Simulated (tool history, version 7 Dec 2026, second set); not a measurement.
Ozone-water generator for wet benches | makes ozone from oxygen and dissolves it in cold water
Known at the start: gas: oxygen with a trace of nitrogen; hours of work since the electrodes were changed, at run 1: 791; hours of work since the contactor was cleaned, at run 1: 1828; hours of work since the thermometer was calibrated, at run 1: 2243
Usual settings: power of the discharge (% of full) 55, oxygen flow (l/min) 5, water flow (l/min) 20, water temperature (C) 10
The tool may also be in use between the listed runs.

| run | hour | power of the discharge (% of full) | oxygen flow (l/min) | water flow (l/min) | water temperature (C) | hours of work since the electrodes were changed | hours of work since the contactor was cleaned | hours of work since the thermometer was calibrated | dissolved ozone (ppm) | ozone in the gas ahead of the water (g/m3) |
|---|---|---|---|---|---|---|---|---|---|---|
| 1 | 0 | 55 | 5 | 20 | 10 | 791 | 1828 | 2243 | 23 | 191.7 |
| 2 | 24 | 55 | 5 | 26 | 10 | 808 | 1845 | 2260 | 18.1 | 188.5 |
| 3 | 48.8 | 55 | 5 | 32 | 10 | 825 | 1862 | 2277 | 14.5 | 189.6 |
| 4 | 86.7 | 55 | 5 | 21 | 10 | 851 | 1889 | 2303 | 21.8 | 192.3 |
| 5 | 106.7 | 55 | 5 | 21 | 10 | 865 | 1903 | 2317 | 21.8 | 190.4 |
| 6 | 146.4 | 55 | 5 | 21 | 10 | 893 | 1930 | 2345 | 21.7 | 190 |
| 7 | 170.1 | 55 | 5 | 21 | 10 | 909 | 1947 | 2361 | 21.7 | 188.7 |
| 8 | 193.8 | 55 | 5 | 21 | 10 | 926 | 1963 | 2378 | 21.6 | 189.1 |
| 9 | 229 | 55 | 5 | 20 | 10 | 950 | 1988 | 2402 | 22.6 | 188.5 |
| 10 | 253 | 55 | 5 | 20 | 10 | 967 | 2004 | 2419 | 22.5 | 189.3 |
| 11 | 271.2 | 55 | 5 | 20 | 10 | 979 | 2017 | 2432 | 22.8 | 190.4 |
| 12 | 308.6 | 55 | 5 | 20 | 10 | 1005 | 2043 | 2458 | 22.7 | 188.4 |
| 13 | 329.5 | 55 | 5 | 20 | 10 | 1020 | 2057 | 2472 | 23 | 189.4 |
| 14 | 363 | 55 | 5 | 20 | 10 | 1043 | 2081 | 2495 | 22.7 | 190.1 |
| 15 | 385.3 | 55 | 2.5 | 20 | 14 | 1059 | 2096 | 2511 | 19.2 | 269.2 |
| 16 | 402.2 | 65 | 4.38 | 13 | 14 | 1070 | 2108 | 2523 | 32.7 | 222.7 |
| 17 | 419.7 | 65 | 4.38 | 13 | 14 | 1082 | 2120 | 2535 | 32.3 | 223.1 |
| 18 | 452.4 | 44 | 6.78 | 21 | 6 | 1105 | 2143 | 2557 | 20.6 | 143.7 |

Run 19 comes next. What will it give?
| 19 | 474.2 | 55 | 5 | 20 | 10 | 1120 | 2158 | 2573 | ? | ? |

Run 19 gave dissolved ozone (ppm) 22.7, ozone in the gas ahead of the water (g/m3) 188.5.
Without the tool's hidden state the same run would have given dissolved ozone (ppm) 23.4, ozone in the gas ahead of the water (g/m3) 192.1.
